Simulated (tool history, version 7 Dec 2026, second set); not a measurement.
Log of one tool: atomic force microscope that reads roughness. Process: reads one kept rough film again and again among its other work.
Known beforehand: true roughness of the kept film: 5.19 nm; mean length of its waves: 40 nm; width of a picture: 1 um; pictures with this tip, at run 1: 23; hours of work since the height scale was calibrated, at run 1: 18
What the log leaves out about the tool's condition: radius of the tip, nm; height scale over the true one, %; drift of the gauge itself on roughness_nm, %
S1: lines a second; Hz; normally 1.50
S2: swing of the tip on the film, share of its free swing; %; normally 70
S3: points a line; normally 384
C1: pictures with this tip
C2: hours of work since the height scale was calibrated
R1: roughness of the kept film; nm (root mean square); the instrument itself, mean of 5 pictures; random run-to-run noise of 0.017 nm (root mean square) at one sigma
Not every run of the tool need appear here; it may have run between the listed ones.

run 1 hour=0.0 | S1=1.50 S2=70 S3=384 | C1=23 C2=18 | R1=4.087
run 2 hour=5.4 | S1=1.50 S2=70 S3=384 | C1=33 C2=22 | R1=4.047
run 3 hour=14.4 | S1=1.50 S2=70 S3=384 | C1=48 C2=28 | R1=4.018
run 4 hour=19.8 | S1=1.50 S2=70 S3=384 | C1=57 C2=32 | R1=3.982
run 5 hour=27.3 | S1=1.50 S2=70 S3=381 | C1=69 C2=37 | R1=3.938
-- hour=29.0 height scale calibrated on a step standard
run 6 hour=33.8 | S1=1.50 S2=70 S3=381 | C1=78 C2=3 | R1=3.907
run 7 hour=40.9 | S1=3.52 S2=70 S3=381 | C1=90 C2=8 | R1=3.509
run 8 hour=45.1 | S1=1.50 S2=70 S3=384 | C1=97 C2=11 | R1=3.843
run 9 hour=54.4 | S1=1.50 S2=72 S3=384 | C1=112 C2=17 | R1=3.750
run 10 hour=61.8 | S1=1.50 S2=72 S3=384 | C1=125 C2=23 | R1=3.721
run 11 hour=66.7 | S1=1.02 S2=79 S3=384 | C1=133 C2=26 | R1=3.706
-- hour=72.9 height scale calibrated on a step standard, once more
run 12 hour=74.6 | S1=1.50 S2=78 S3=532 | C1=144 C2=1 | R1=3.573
run 13 hour=80.0 | S1=1.50 S2=78 S3=532 | C1=153 C2=5 | R1=3.525
run 14 hour=88.1 | S1=1.87 S2=57 S3=670 | C1=167 C2=10 | R1=3.786
run 15 hour=97.3 | S1=1.87 S2=61 S3=670 | C1=182 C2=17 | R1=3.678
run 16 hour=102.9 | S1=0.60 S2=78 S3=548 | C1=192 C2=21 | R1=3.669

Below are 4 alternative next runs, each starting from the tool's condition after run 16. Predict each:
run A hour=111.1 | S1=1.50 S2=71 S3=550 | C1=205 C2=26 | R1=?
run B hour=111.1 | S1=1.50 S2=68 S3=859 | C1=205 C2=26 | R1=?
run C hour=111.1 | S1=1.50 S2=59 S3=384 | C1=205 C2=26 | R1=?
run D hour=111.1 | S1=1.64 S2=87 S3=509 | C1=205 C2=26 | R1=?

run=A R1=3.517
run=B R1=3.571
run=C R1=3.662
run=D R1=3.118
The same runs, with their run-to-run variation unchanged, on a tool lacking any hidden condition would have given:
run=A R1=4.200
run=B R1=4.266
run=C R1=4.374
run=D R1=3.724

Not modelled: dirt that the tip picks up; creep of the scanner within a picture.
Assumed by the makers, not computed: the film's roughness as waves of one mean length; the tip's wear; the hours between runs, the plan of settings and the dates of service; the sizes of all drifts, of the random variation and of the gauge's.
